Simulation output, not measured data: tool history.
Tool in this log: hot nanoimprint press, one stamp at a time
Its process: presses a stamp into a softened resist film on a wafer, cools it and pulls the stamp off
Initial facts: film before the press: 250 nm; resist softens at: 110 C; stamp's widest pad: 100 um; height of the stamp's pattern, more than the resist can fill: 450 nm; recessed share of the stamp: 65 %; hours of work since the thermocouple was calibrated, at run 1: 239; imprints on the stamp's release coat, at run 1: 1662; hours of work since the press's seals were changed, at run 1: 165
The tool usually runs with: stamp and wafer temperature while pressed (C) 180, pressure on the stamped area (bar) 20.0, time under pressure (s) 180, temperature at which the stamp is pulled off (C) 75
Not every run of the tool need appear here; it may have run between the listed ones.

| run | hour | stamp and wafer temperature while pressed (C) | pressure on the stamped area (bar) | time under pressure (s) | temperature at which the stamp is pulled off (C) | hours of work since the thermocouple was calibrated | imprints on the stamp's release coat | hours of work since the press's seals were changed | resist left under the stamp's widest pad (nm) | greatest force while the stamp is pulled off (N) |
|---|---|---|---|---|---|---|---|---|---|---|
| 1 | 0.0 | 180 | 20.0 | 180 | 75 | 239 | 1662 | 165 | 109.6 | 254 |
| 2 | 7.9 | 180 | 20.0 | 180 | 75 | 242 | 1677 | 169 | 109.2 | 258 |
| 3 | 17.4 | 170 | 20.0 | 180 | 75 | 247 | 1695 | 174 | 172.8 | 255 |
| 4 | 24.1 | 180 | 20.0 | 180 | 75 | 250 | 1708 | 177 | 109.5 | 259 |
|  | 27.7 | plate thermocouple calibrated |
| 5 | 35.0 | 180 | 20.0 | 180 | 75 | 4 | 1723 | 181 | 108.5 | 257 |
| 6 | 42.4 | 180 | 20.0 | 180 | 75 | 7 | 1737 | 184 | 108.5 | 260 |
|  | 49.6 | plate thermocouple calibrated, once more |
| 7 | 52.2 | 180 | 19.4 | 138 | 75 | 1 | 1750 | 188 | 124.3 | 257 |
| 8 | 58.4 | 180 | 29.6 | 228 | 77 | 4 | 1761 | 191 | 85.2 | 245 |
| 9 | 65.5 | 180 | 29.6 | 228 | 77 | 8 | 1775 | 194 | 84.7 | 244 |
| 10 | 73.5 | 180 | 29.6 | 228 | 77 | 12 | 1790 | 198 | 85.3 | 248 |

Each row is a separate what-if for the run after 10, all from the same tool condition, not one after another. Results?
| A | 83.6 | 180 | 24.4 | 124 | 62 | 17 | 1809 | 203 | ? | ? |
| B | 83.6 | 180 | 12.9 | 180 | 75 | 17 | 1809 | 203 | ? | ? |
| C | 83.6 | 189 | 30.1 | 143 | 75 | 17 | 1809 | 203 | ? | ? |
| D | 83.6 | 180 | 20.0 | 102 | 63 | 17 | 1809 | 203 | ? | ? |
| E | 83.6 | 180 | 29.6 | 341 | 77 | 17 | 1809 | 203 | ? | ? |

| run | resist left under the stamp's widest pad (nm) | greatest force while the stamp is pulled off (N) |
|---|---|---|
| A | 117.7 | 348 |
| B | 131.6 | 258 |
| C | 63.9 | 264 |
| D | 136.5 | 334 |
| E | 71.2 | 251 |
With the hidden condition removed and each run's random variation left untouched, the same runs would have given:
| run | resist left under the stamp's widest pad (nm) | greatest force while the stamp is pulled off (N) |
|---|---|---|
| A | 118.0 | 219 |
| B | 132.4 | 163 |
| C | 63.8 | 167 |
| D | 137.0 | 210 |
| E | 71.2 | 158 |
